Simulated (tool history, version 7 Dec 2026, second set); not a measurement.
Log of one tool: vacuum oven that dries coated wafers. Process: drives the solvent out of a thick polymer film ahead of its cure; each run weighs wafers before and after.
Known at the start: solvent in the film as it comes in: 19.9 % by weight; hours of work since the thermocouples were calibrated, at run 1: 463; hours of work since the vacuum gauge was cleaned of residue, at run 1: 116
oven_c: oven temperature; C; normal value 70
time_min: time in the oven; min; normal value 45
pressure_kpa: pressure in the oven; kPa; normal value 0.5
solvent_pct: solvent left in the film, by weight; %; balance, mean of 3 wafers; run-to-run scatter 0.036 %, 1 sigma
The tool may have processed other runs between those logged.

run,hour,oven_c,time_min,pressure_kpa,hours of work since the thermocouples were calibrated,hours of work since the vacuum gauge was cleaned of residue,solvent_pct
1,0,70,45,0.5,463,116,4.96
2,14.5,70,45,0.5,472,125,4.95
3,21.7,70,58,0.5,476,129,3.56
4,32.4,70,58,0.5,482,135,3.52
5,39.7,70,56,0.5,487,140,3.76
6,53.2,62,45,0.5,495,148,8.05
7,61.8,62,29,0.5,500,153,10.19
8,77.9,70,45,0.43,509,162,4.91
9,87.2,70,45,0.43,515,168,4.91
10,100.9,70,36,0.5,523,176,6.24
11,111.7,69,33,0.5,529,183,7.12
12,126.3,84,35,0.587,538,191,1.96
13,140.2,84,35,0.587,546,200,2.01
14,155.3,84,35,0.587,555,209,1.98
15,164.3,84,35,0.587,561,214,1.98
16,175.1,83,35,0.521,567,220,2.15
17,186.6,64,45,0.5,574,227,7.27
18,193.5,68,52,0.5,578,231,4.91
19,204.1,71,40,0.88,584,238,5.51
20,219,71,40,0.88,593,247,5.47

5 options for the next run, each taken on its own from the tool as it stands now. Forecast them:
A,231.5,75,81,0.446,601,254,?
B,231.5,79,40,0.611,601,254,?
C,231.5,84,40,1.174,601,254,?
D,231.5,70,48,1.722,601,254,?
E,231.5,61,68,0.497,601,254,?

run,solvent_pct
A,1.04
B,2.69
C,1.7
D,5.23
E,6.07
The same runs, with their run-to-run variation unchanged, on a tool lacking any hidden condition would have given:
run,solvent_pct
A,1.03
B,2.69
C,1.69
D,5.22
E,6.06
